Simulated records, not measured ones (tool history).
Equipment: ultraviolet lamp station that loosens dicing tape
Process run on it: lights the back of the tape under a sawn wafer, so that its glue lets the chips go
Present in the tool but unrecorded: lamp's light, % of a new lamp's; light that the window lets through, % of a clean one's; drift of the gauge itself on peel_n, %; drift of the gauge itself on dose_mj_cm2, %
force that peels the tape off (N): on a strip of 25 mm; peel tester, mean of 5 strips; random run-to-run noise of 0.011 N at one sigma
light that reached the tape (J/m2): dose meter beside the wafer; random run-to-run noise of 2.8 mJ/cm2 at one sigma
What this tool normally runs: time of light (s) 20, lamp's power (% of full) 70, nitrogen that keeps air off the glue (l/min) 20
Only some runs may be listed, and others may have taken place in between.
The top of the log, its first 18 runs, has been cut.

| run | day | time of light (s) | lamp's power (% of full) | nitrogen that keeps air off the glue (l/min) | hours of work of the lamp | hours of work since the window was cleaned | force that peels the tape off (N) | light that reached the tape (J/m2) |
|---|---|---|---|---|---|---|---|---|
| 19 | 11.262 | 11 | 83 | 18 | 415 | 338 | 1.598 | 1940 |
| 20 | 11.925 | 11 | 70 | 20 | 423 | 346 | 1.862 | 1610 |
| 21 | 12.588 | 11 | 70 | 20 | 431 | 354 | 1.864 | 1600 |
| 22 | 13.092 | 22 | 69 | 15 | 437 | 361 | 0.843 | 3120 |
| 23 | 13.538 | 20 | 90 | 20 | 443 | 366 | 0.562 | 3690 |
| 24 | 14.000 | 20 | 77 | 20 | 449 | 372 | 0.716 | 3100 |
|  | 14.212 | window cleaned of glue's vapour |
| 25 | 14.742 | 20 | 77 | 20 | 457 | 6 | 0.585 | 3630 |
| 26 | 15.438 | 10 | 70 | 7 | 466 | 15 | 2.670 | 1640 |
| 27 | 16.138 | 20 | 70 | 19 | 475 | 24 | 0.701 | 3220 |
| 28 | 16.771 | 20 | 70 | 19 | 482 | 32 | 0.726 | 3190 |
| 29 | 17.504 | 20 | 70 | 7 | 492 | 41 | 1.275 | 3140 |
| 30 | 17.925 | 20 | 70 | 7 | 497 | 46 | 1.231 | 3200 |
| 31 | 18.462 | 20 | 70 | 7 | 503 | 52 | 1.245 | 3120 |
| 32 | 19.175 | 31 | 71 | 39 | 512 | 61 | 0.255 | 4900 |
| 33 | 19.925 | 29 | 69 | 22 | 521 | 70 | 0.382 | 4460 |
| 34 | 20.538 | 29 | 78 | 7 | 529 | 78 | 0.576 | 5030 |
| 35 | 20.917 | 12 | 78 | 7 | 534 | 83 | 1.998 | 2070 |
| 36 | 21.654 | 12 | 73 | 27 | 543 | 92 | 1.349 | 1900 |
| 37 | 22.200 | 17 | 73 | 27 | 549 | 98 | 0.788 | 2650 |
| 38 | 22.717 | 24 | 100 | 20 | 556 | 105 | 0.313 | 5180 |
| 39 | 23.092 | 29 | 81 | 36 | 560 | 109 | 0.263 | 5030 |
| 40 | 23.733 | 26 | 82 | 31 | 568 | 117 | 0.315 | 4620 |
| 41 | 24.288 | 20 | 69 | 14 | 575 | 124 | 0.960 | 2950 |
| 42 | 24.896 | 30 | 100 | 26 | 583 | 132 | 0.220 | 6390 |

What if the next run were any one of these 4? Each begins from the tool's condition after run 42:
| A | 25.458 | 24 | 97 | 13 | 590 | 139 | ? | ? |
| B | 25.458 | 28 | 95 | 25 | 590 | 139 | ? | ? |
| C | 25.458 | 30 | 78 | 28 | 590 | 139 | ? | ? |
| D | 25.458 | 31 | 79 | 34 | 590 | 139 | ? | ? |

| run | force that peels the tape off (N) | light that reached the tape (J/m2) |
|---|---|---|
| A | 0.444 | 4940 |
| B | 0.277 | 5610 |
| C | 0.293 | 4950 |
| D | 0.270 | 5230 |
Without the tool's hidden state the same runs would have given:
| run | force that peels the tape off (N) | light that reached the tape (J/m2) |
|---|---|---|
| A | 0.296 | 6520 |
| B | 0.226 | 7410 |
| C | 0.223 | 6530 |
| D | 0.218 | 6900 |
